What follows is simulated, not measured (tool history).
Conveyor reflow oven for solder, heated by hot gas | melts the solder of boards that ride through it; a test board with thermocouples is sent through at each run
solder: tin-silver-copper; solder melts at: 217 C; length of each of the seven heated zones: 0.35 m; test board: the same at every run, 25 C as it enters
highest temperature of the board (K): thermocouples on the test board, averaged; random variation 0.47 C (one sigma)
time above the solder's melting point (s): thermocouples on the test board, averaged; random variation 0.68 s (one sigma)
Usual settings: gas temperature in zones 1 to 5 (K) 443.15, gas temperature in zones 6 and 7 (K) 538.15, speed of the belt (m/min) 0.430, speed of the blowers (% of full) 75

run,day,gas temperature in zones 1 to 5 (K),gas temperature in zones 6 and 7 (K),speed of the belt (m/min),speed of the blowers (% of full),highest temperature of the board (K),time above the solder's melting point (s)
1,0.000,443.15,538.15,0.430,75,531.85,80.0
2,0.221,443.15,538.15,0.430,75,531.05,78.8
3,0.504,443.15,538.15,0.430,68,530.65,77.5
4,0.825,443.15,538.15,0.430,68,529.05,78.9
5,1.088,443.15,538.15,0.430,68,530.05,78.2
6,1.417,443.15,538.15,0.430,68,529.55,79.2
7,1.708,443.15,538.15,0.430,68,529.85,78.8
8,2.104,443.15,538.15,0.430,75,531.25,78.6
9,2.375,443.15,538.15,0.430,75,530.35,79.0
10,2.612,443.15,538.15,0.430,75,530.95,78.8
11,2.812,443.15,538.15,0.430,75,530.75,78.5
12,3.075,443.15,538.15,0.430,75,530.25,78.3
13,3.417,438.15,538.15,0.430,75,530.05,75.8
14,3.608,438.15,538.15,0.430,75,530.55,76.1
15,4.029,438.15,538.15,0.430,75,529.55,76.2
16,4.421,451.15,526.15,0.430,75,520.15,74.3
17,4.771,450.15,526.15,0.497,85,517.55,60.1
18,5.179,457.15,537.15,0.347,69,534.35,109.7
19,5.575,457.15,537.15,0.347,69,534.55,111.0
20,5.950,457.15,527.15,0.424,70,521.95,80.5
21,6.367,457.15,527.15,0.483,79,519.55,67.5
22,6.804,438.15,538.15,0.430,75,531.35,76.3
23,7.196,445.15,533.15,0.450,85,526.05,71.6
24,7.600,431.15,538.15,0.430,75,530.05,72.5
25,7.888,447.15,542.15,0.430,75,534.85,83.9

Forecast each of these 5 alternatives for the next run:
A,8.067,447.15,527.15,0.477,59,?,?
B,8.067,447.15,531.15,0.430,75,?,?
C,8.067,449.15,548.15,0.363,75,?,?
D,8.067,450.15,542.15,0.430,75,?,?
E,8.067,446.15,538.15,0.430,75,?,?

run,highest temperature of the board (K),time above the solder's melting point (s)
A,515.75,58.1
B,524.35,76.5
C,544.05,107.7
D,535.85,84.8
E,531.65,79.6
Without the tool's hidden state the same runs would have given:
run,highest temperature of the board (K),time above the solder's melting point (s)
A,514.15,56.3
B,522.75,74.9
C,542.25,106.1
D,534.15,83.4
E,530.05,78.2
